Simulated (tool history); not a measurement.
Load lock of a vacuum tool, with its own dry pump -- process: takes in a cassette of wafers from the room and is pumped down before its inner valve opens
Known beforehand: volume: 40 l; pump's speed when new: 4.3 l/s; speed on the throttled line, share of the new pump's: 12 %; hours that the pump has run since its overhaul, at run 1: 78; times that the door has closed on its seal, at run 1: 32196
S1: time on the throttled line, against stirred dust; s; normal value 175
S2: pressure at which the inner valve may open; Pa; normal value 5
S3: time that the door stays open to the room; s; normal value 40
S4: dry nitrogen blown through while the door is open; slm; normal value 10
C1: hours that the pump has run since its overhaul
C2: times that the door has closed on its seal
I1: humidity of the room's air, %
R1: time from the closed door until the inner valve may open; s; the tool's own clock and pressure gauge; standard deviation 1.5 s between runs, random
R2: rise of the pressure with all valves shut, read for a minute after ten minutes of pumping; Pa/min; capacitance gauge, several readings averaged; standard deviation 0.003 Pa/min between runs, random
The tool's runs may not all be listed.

run 1 day=0 | S1=175 S2=5 S3=40 S4=10 | C1=78 C2=32196 | I1=46.1 | R1=246.1 R2=0.348
run 2 day=2.579 | S1=175 S2=5 S3=40 S4=10 | C1=140 C2=32403 | I1=44.1 | R1=245.8 R2=0.349
run 3 day=5.879 | S1=175 S2=5 S3=40 S4=10 | C1=219 C2=32668 | I1=43.1 | R1=247.6 R2=0.351
run 4 day=9.246 | S1=175 S2=5 S3=40 S4=10 | C1=300 C2=32937 | I1=44.7 | R1=248.4 R2=0.357
run 5 day=12.054 | S1=175 S2=5 S3=40 S4=10 | C1=367 C2=33163 | I1=47 | R1=243.8 R2=0.349
run 6 day=15.546 | S1=175 S2=5 S3=40 S4=10 | C1=451 C2=33443 | I1=43.3 | R1=245.7 R2=0.358
run 7 day=19.004 | S1=175 S2=5 S3=40 S4=39 | C1=534 C2=33720 | I1=50.6 | R1=246.4 R2=0.353
run 8 day=21.704 | S1=94 S2=5 S3=40 S4=10 | C1=599 C2=33936 | I1=47.7 | R1=174.9 R2=0.379
run 9 day=24.771 | S1=94 S2=5 S3=40 S4=10 | C1=672 C2=34183 | I1=47.2 | R1=176.1 R2=0.369
run 10 day=26.688 | S1=175 S2=5 S3=40 S4=10 | C1=718 C2=34336 | I1=44.7 | R1=242.1 R2=0.386
run 11 day=31.146 | S1=175 S2=7 S3=40 S4=10 | C1=825 C2=34694 | I1=42.2 | R1=244.7 R2=0.378
-- day=33.2 door's seal changed, seat wiped
run 12 day=35.221 | S1=100 S2=5 S3=40 S4=10 | C1=922 C2=162 | I1=44.9 | R1=181 R2=0.05
run 13 day=39.346 | S1=100 S2=5 S3=40 S4=10 | C1=1021 C2=493 | I1=44.8 | R1=178.8 R2=0.052
run 14 day=42.221 | S1=100 S2=5 S3=40 S4=10 | C1=1090 C2=724 | I1=45.5 | R1=181.7 R2=0.05
run 15 day=44.267 | S1=175 S2=5 S3=40 S4=10 | C1=1139 C2=888 | I1=45.5 | R1=245.6 R2=0.05
run 16 day=46.954 | S1=175 S2=5 S3=40 S4=10 | C1=1203 C2=1103 | I1=44.2 | R1=244.7 R2=0.053
run 17 day=51.288 | S1=255 S2=5 S3=40 S4=10 | C1=1307 C2=1451 | I1=47.5 | R1=317 R2=0.055
run 18 day=53.108 | S1=175 S2=5 S3=40 S4=10 | C1=1351 C2=1597 | I1=44.4 | R1=245 R2=0.048
run 19 day=57.45 | S1=175 S2=5 S3=40 S4=10 | C1=1455 C2=1945 | I1=44.2 | R1=246.3 R2=0.05
run 20 day=61.538 | S1=170 S2=6 S3=92 S4=45 | C1=1553 C2=2273 | I1=45 | R1=242.2 R2=0.055
run 21 day=64.879 | S1=154 S2=9 S3=40 S4=4 | C1=1634 C2=2541 | I1=46.3 | R1=224.1 R2=0.073
run 22 day=68.483 | S1=222 S2=7 S3=49 S4=10 | C1=1720 C2=2830 | I1=45.2 | R1=284.9 R2=0.068
run 23 day=70.671 | S1=273 S2=7 S3=47 S4=10 | C1=1773 C2=3005 | I1=46 | R1=327.8 R2=0.068
run 24 day=73.05 | S1=273 S2=7 S3=47 S4=10 | C1=1830 C2=3196 | I1=41.3 | R1=330.6 R2=0.066
run 25 day=76.483 | S1=111 S2=4 S3=47 S4=10 | C1=1912 C2=3471 | I1=44.6 | R1=193.2 R2=0.067
run 26 day=79.4 | S1=111 S2=4 S3=47 S4=10 | C1=1982 C2=3705 | I1=43.4 | R1=194.7 R2=0.067
run 27 day=83.667 | S1=111 S2=4 S3=47 S4=10 | C1=2084 C2=4047 | I1=46.1 | R1=192.4 R2=0.071
run 28 day=87.212 | S1=126 S2=5 S3=47 S4=10 | C1=2170 C2=4332 | I1=42 | R1=205 R2=0.069
run 29 day=89.554 | S1=134 S2=5 S3=47 S4=24 | C1=2226 C2=4519 | I1=46 | R1=210.6 R2=0.055
run 30 day=93.971 | S1=302 S2=5 S3=33 S4=32 | C1=2332 C2=4873 | I1=43.8 | R1=361 R2=0.047
run 31 day=95.804 | S1=302 S2=5 S3=33 S4=32 | C1=2376 C2=5020 | I1=42.2 | R1=359.2 R2=0.051
run 32 day=99.475 | S1=175 S2=4 S3=25 S4=9 | C1=2464 C2=5315 | I1=46 | R1=248.2 R2=0.065
run 33 day=103.529 | S1=142 S2=9 S3=166 S4=17 | C1=2561 C2=5640 | I1=43.7 | R1=212.3 R2=0.112
run 34 day=105.533 | S1=175 S2=7 S3=35 S4=18 | C1=2609 C2=5800 | I1=42.3 | R1=242.7 R2=0.065
run 35 day=109.754 | S1=175 S2=7 S3=35 S4=18 | C1=2711 C2=6139 | I1=47.7 | R1=243.6 R2=0.069
run 36 day=112.158 | S1=175 S2=7 S3=54 S4=18 | C1=2768 C2=6332 | I1=45.1 | R1=243.3 R2=0.077
run 37 day=116.167 | S1=175 S2=7 S3=54 S4=18 | C1=2864 C2=6653 | I1=44.4 | R1=245.1 R2=0.076

Consider 3 possible next runs. They are alternatives, not a sequence: every one starts from the tool as it was left by run 37. What does each give?
run A day=120.288 | S1=123 S2=7 S3=54 S4=12 | C1=2963 C2=6984 | I1=44.3 | R1=? R2=?
run B day=120.288 | S1=95 S2=7 S3=125 S4=18 | C1=2963 C2=6984 | I1=45.8 | R1=? R2=?
run C day=120.288 | S1=215 S2=5 S3=40 S4=13 | C1=2963 C2=6984 | I1=47.7 | R1=? R2=?

run=A R1=201.8 R2=0.085
run=B R1=174.3 R2=0.106
run=C R1=281.5 R2=0.077
Take away the tool's hidden state, keep each run's random variation, and the runs would have read:
run=A R1=200.3 R2=0.053
run=B R1=172.8 R2=0.074
run=C R1=280.2 R2=0.044
